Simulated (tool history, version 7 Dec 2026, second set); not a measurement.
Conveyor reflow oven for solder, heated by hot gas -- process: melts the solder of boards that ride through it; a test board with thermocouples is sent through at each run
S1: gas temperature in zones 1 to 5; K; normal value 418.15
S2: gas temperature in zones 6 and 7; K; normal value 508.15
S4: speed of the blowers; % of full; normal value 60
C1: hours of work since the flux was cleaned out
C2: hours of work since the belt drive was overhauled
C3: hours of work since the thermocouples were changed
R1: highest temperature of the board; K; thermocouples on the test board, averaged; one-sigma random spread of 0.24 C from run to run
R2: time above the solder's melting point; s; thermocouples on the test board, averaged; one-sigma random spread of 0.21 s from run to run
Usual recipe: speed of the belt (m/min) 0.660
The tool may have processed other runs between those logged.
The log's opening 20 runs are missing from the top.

Run 21, hour 405.8: usual settings but S2 499.15 K, speed of the belt (m/min) 0.583, S4 77 % of full; C1 126; C2 772; C3 57. Result: R1 488.65 K, R2 64.7 s.
Run 22, hour 428.0: usual settings but S2 507.15 K, speed of the belt (m/min) 0.721; C1 144; C2 789; C3 74. Result: R1 485.45 K, R2 47.3 s.
Run 23, hour 451.3: usual settings but S2 507.15 K, speed of the belt (m/min) 0.721; C1 162; C2 807; C3 92. Result: R1 484.75 K, R2 47.5 s.
Run 24, hour 475.2: usual settings but S2 516.15 K, speed of the belt (m/min) 0.721, S4 57 % of full; C1 180; C2 826; C3 111. Result: R1 491.35 K, R2 51.8 s.
Run 25, hour 504.4: usual settings but S2 519.15 K, S4 82 % of full; C1 203; C2 848; C3 133. Result: R1 503.35 K, R2 65.4 s.
Run 26, hour 523.0: usual settings but S1 404.15 K; C1 217; C2 863; C3 148. Result: R1 485.45 K, R2 47.7 s.
Run 27, hour 549.3: usual settings but S1 411.15 K, S2 513.15 K, speed of the belt (m/min) 0.733, S4 69 % of full; C1 238; C2 883; C3 168. Result: R1 490.05 K, R2 48.0 s.
Run 28, hour 573.4: usual settings but S1 411.15 K, S2 520.15 K, speed of the belt (m/min) 0.733, S4 67 % of full; C1 256; C2 902; C3 187. Result: R1 494.55 K, R2 51.5 s.
At hour 583.8: flux residue cleaned out of gas plates and filters.
Run 29, hour 597.1: usual settings but S1 411.15 K, S2 520.15 K, speed of the belt (m/min) 0.733, S4 67 % of full; C1 10; C2 916; C3 201. Result: R1 495.95 K, R2 52.1 s.
Run 30, hour 626.8: usual settings but S1 406.15 K, speed of the belt (m/min) 0.698; C1 33; C2 939; C3 224. Result: R1 484.65 K, R2 44.8 s.
Run 31, hour 641.5: usual settings but S1 406.15 K, speed of the belt (m/min) 0.698; C1 45; C2 951; C3 236. Result: R1 484.75 K, R2 44.6 s.

Here are 3 independent what-if runs from the current tool condition. What would each one return?
Run A, hour 668.8: usual settings but speed of the belt (m/min) 0.587, S4 64 % of full; C1 66; C2 972; C3 257. Result: R1 ?, R2 ?.
Run B, hour 668.8: usual settings but S1 417.15 K, S4 73 % of full; C1 66; C2 972; C3 257. Result: R1 ?, R2 ?.
Run C, hour 668.8: usual settings but S1 412.15 K, speed of the belt (m/min) 0.665, S4 61 % of full; C1 66; C2 972; C3 257. Result: R1 ?, R2 ?.

run      R1    R2
  A  493.65  67.1
  B  492.35  58.4
  C  488.05  52.2
Had the tool no hidden state, the same runs would have come out as:
run      R1    R2
  A  493.65  66.3
  B  492.35  57.7
  C  487.95  51.6
